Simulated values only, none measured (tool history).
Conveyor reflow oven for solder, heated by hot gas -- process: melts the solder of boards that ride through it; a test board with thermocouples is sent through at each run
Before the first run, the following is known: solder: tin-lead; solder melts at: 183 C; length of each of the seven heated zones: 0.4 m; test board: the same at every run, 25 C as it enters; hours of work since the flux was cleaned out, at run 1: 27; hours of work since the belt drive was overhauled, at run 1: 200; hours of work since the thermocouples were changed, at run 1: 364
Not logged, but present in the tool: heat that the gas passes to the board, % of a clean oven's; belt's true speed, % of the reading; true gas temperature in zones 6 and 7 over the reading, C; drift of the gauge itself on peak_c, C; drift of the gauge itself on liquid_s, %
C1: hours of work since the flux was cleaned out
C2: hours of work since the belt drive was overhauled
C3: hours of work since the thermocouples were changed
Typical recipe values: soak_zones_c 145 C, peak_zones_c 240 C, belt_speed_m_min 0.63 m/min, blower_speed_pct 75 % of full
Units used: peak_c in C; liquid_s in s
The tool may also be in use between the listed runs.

run 1 hour=0 | soak_zones_c=145 peak_zones_c=240 belt_speed_m_min=0.63 blower_speed_pct=75 | C1=27 C2=200 C3=364 | peak_c=225.3 liquid_s=65.2
run 2 hour=9.1 | soak_zones_c=145 peak_zones_c=240 belt_speed_m_min=0.63 blower_speed_pct=75 | C1=33 C2=206 C3=370 | peak_c=225 liquid_s=65.4
run 3 hour=17.1 | soak_zones_c=145 peak_zones_c=240 belt_speed_m_min=0.63 blower_speed_pct=75 | C1=39 C2=211 C3=376 | peak_c=225 liquid_s=65.1
run 4 hour=24.5 | soak_zones_c=145 peak_zones_c=240 belt_speed_m_min=0.63 blower_speed_pct=75 | C1=44 C2=216 C3=381 | peak_c=224.5 liquid_s=65
run 5 hour=33.5 | soak_zones_c=145 peak_zones_c=240 belt_speed_m_min=0.63 blower_speed_pct=75 | C1=50 C2=222 C3=387 | peak_c=224.7 liquid_s=65.1
run 6 hour=39.6 | soak_zones_c=145 peak_zones_c=240 belt_speed_m_min=0.63 blower_speed_pct=75 | C1=54 C2=226 C3=391 | peak_c=224.8 liquid_s=64.7
run 7 hour=48.2 | soak_zones_c=145 peak_zones_c=240 belt_speed_m_min=0.63 blower_speed_pct=75 | C1=60 C2=232 C3=397 | peak_c=224.7 liquid_s=65
run 8 hour=53.3 | soak_zones_c=145 peak_zones_c=240 belt_speed_m_min=0.63 blower_speed_pct=75 | C1=63 C2=236 C3=400 | peak_c=224.6 liquid_s=64.9
run 9 hour=60.2 | soak_zones_c=145 peak_zones_c=240 belt_speed_m_min=0.63 blower_speed_pct=75 | C1=68 C2=240 C3=405 | peak_c=224.5 liquid_s=64.8
run 10 hour=66.9 | soak_zones_c=145 peak_zones_c=240 belt_speed_m_min=0.63 blower_speed_pct=75 | C1=72 C2=245 C3=409 | peak_c=224.3 liquid_s=64.8
run 11 hour=74.6 | soak_zones_c=145 peak_zones_c=240 belt_speed_m_min=0.63 blower_speed_pct=75 | C1=78 C2=250 C3=414 | peak_c=224.4 liquid_s=64.7
run 12 hour=81.8 | soak_zones_c=145 peak_zones_c=240 belt_speed_m_min=0.518 blower_speed_pct=75 | C1=82 C2=255 C3=419 | peak_c=229.5 liquid_s=83.1
run 13 hour=88.8 | soak_zones_c=145 peak_zones_c=244 belt_speed_m_min=0.63 blower_speed_pct=75 | C1=87 C2=260 C3=424 | peak_c=227.9 liquid_s=67.1
run 14 hour=93.6 | soak_zones_c=145 peak_zones_c=244 belt_speed_m_min=0.63 blower_speed_pct=75 | C1=90 C2=263 C3=427 | peak_c=227.7 liquid_s=66.8
run 15 hour=97.9 | soak_zones_c=145 peak_zones_c=244 belt_speed_m_min=0.63 blower_speed_pct=75 | C1=93 C2=266 C3=430 | peak_c=227.8 liquid_s=66.9
run 16 hour=106.1 | soak_zones_c=145 peak_zones_c=244 belt_speed_m_min=0.577 blower_speed_pct=75 | C1=99 C2=271 C3=436 | peak_c=230.8 liquid_s=74.8
-- hour=111.6 flux residue cleaned out of gas plates and filters
run 17 hour=116.4 | soak_zones_c=145 peak_zones_c=240 belt_speed_m_min=0.63 blower_speed_pct=63 | C1=3 C2=275 C3=439 | peak_c=220.3 liquid_s=61.9
run 18 hour=125.2 | soak_zones_c=144 peak_zones_c=240 belt_speed_m_min=0.63 blower_speed_pct=74 | C1=9 C2=281 C3=445 | peak_c=223.2 liquid_s=63.7
run 19 hour=133 | soak_zones_c=154 peak_zones_c=240 belt_speed_m_min=0.63 blower_speed_pct=75 | C1=14 C2=286 C3=450 | peak_c=225.3 liquid_s=69
run 20 hour=139.7 | soak_zones_c=154 peak_zones_c=240 belt_speed_m_min=0.63 blower_speed_pct=75 | C1=19 C2=290 C3=455 | peak_c=224.8 liquid_s=68.8
-- hour=149 flux residue cleaned out of gas plates and filters, once more
run 21 hour=152.3 | soak_zones_c=141 peak_zones_c=240 belt_speed_m_min=0.503 blower_speed_pct=61 | C1=2 C2=296 C3=460 | peak_c=227 liquid_s=81.9
run 22 hour=158.6 | soak_zones_c=141 peak_zones_c=240 belt_speed_m_min=0.503 blower_speed_pct=61 | C1=6 C2=300 C3=464 | peak_c=226.6 liquid_s=82.1
run 23 hour=166.7 | soak_zones_c=150 peak_zones_c=240 belt_speed_m_min=0.63 blower_speed_pct=75 | C1=12 C2=305 C3=470 | peak_c=225.7 liquid_s=67.6
run 24 hour=174 | soak_zones_c=152 peak_zones_c=254 belt_speed_m_min=0.654 blower_speed_pct=83 | C1=17 C2=310 C3=475 | peak_c=239 liquid_s=72.1
run 25 hour=179.8 | soak_zones_c=143 peak_zones_c=240 belt_speed_m_min=0.632 blower_speed_pct=63 | C1=21 C2=314 C3=478 | peak_c=220.6 liquid_s=61.2
run 26 hour=186.1 | soak_zones_c=144 peak_zones_c=241 belt_speed_m_min=0.539 blower_speed_pct=81 | C1=25 C2=318 C3=483 | peak_c=231.3 liquid_s=80
run 27 hour=194.8 | soak_zones_c=131 peak_zones_c=248 belt_speed_m_min=0.575 blower_speed_pct=52 | C1=31 C2=324 C3=489 | peak_c=224.6 liquid_s=65.4
run 28 hour=199.7 | soak_zones_c=155 peak_zones_c=249 belt_speed_m_min=0.63 blower_speed_pct=75 | C1=34 C2=327 C3=492 | peak_c=233.9 liquid_s=73.9
run 29 hour=207.4 | soak_zones_c=155 peak_zones_c=249 belt_speed_m_min=0.63 blower_speed_pct=75 | C1=39 C2=333 C3=497 | peak_c=233.9 liquid_s=74.1
run 30 hour=216.4 | soak_zones_c=159 peak_zones_c=240 belt_speed_m_min=0.575 blower_speed_pct=75 | C1=45 C2=339 C3=503 | peak_c=228.9 liquid_s=80.1

Alternative continuations, all from the tool just after run 30; predict every row:
run A hour=222.6 | soak_zones_c=142 peak_zones_c=237 belt_speed_m_min=0.63 blower_speed_pct=75 | C1=50 C2=343 C3=507 | peak_c=? liquid_s=?
run B hour=222.6 | soak_zones_c=145 peak_zones_c=240 belt_speed_m_min=0.511 blower_speed_pct=75 | C1=50 C2=343 C3=507 | peak_c=? liquid_s=?
run C hour=222.6 | soak_zones_c=153 peak_zones_c=240 belt_speed_m_min=0.621 blower_speed_pct=75 | C1=50 C2=343 C3=507 | peak_c=? liquid_s=?
run D hour=222.6 | soak_zones_c=138 peak_zones_c=240 belt_speed_m_min=0.683 blower_speed_pct=75 | C1=50 C2=343 C3=507 | peak_c=? liquid_s=?
run E hour=222.6 | soak_zones_c=159 peak_zones_c=230 belt_speed_m_min=0.575 blower_speed_pct=75 | C1=50 C2=343 C3=507 | peak_c=? liquid_s=?

run=A peak_c=220.8 liquid_s=61.9
run=B peak_c=230.2 liquid_s=84.4
run=C peak_c=226.3 liquid_s=70.1
run=D peak_c=220.7 liquid_s=54.8
run=E peak_c=220 liquid_s=75.4
With no hidden state in the tool, these same runs would have given:
run=A peak_c=221.8 liquid_s=62.4
run=B peak_c=231.1 liquid_s=84.7
run=C peak_c=227.2 liquid_s=70.4
run=D peak_c=221.8 liquid_s=55.4
run=E peak_c=220.8 liquid_s=75.7
